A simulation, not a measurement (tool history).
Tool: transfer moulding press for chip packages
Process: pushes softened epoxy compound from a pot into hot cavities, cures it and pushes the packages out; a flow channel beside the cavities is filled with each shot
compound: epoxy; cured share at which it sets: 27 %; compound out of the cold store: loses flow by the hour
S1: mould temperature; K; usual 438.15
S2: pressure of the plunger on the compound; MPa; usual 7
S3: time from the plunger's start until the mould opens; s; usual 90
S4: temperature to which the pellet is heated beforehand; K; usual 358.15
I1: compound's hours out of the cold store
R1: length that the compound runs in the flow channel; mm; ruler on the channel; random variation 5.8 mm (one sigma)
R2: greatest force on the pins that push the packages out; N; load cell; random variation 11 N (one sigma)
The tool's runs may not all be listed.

run,day,S1,S2,S3,S4,I1,R1,R2
1,0,438.15,7,90,358.15,14.4,689,530
2,1.525,438.15,7,90,358.15,28.9,652,521
# day 1.867: cavities cleaned with cleaning compound and waxed
3,2.812,438.15,7,90,358.15,13.2,687,549
# day 3.654: cavities cleaned with cleaning compound and waxed
4,4.146,438.15,7,90,358.15,19.1,679,561
5,5.088,438.15,7,90,358.15,24.8,659,536
# day 5.462: cavities cleaned with cleaning compound and waxed
6,6.296,438.15,7,90,358.15,32.8,650,515
# day 7.058: mould's thermocouples calibrated
# day 7.425: cavities cleaned with cleaning compound and waxed
7,7.721,438.15,7,90,358.15,39.8,642,527
8,8.742,436.15,8.6,129,349.15,31.5,732,350
# day 9.271: cavities cleaned with cleaning compound and waxed
9,10.462,437.15,8.6,129,354.15,46.9,701,351
# day 11.108: cavities cleaned with cleaning compound and waxed
10,11.383,437.15,8.6,129,354.15,41.3,715,357

Run 11 comes next. What will it give?
# day 12.879: plunger's sealing rings changed
# day 13.033: cavities cleaned with cleaning compound and waxed
11,13.604,445.15,6.79,129,354.15,26.6,?,?

Run 11 gave R1 631 mm, R2 335 N.
Without the tool's hidden state the same run would have given R1 631 mm, R2 334 N.
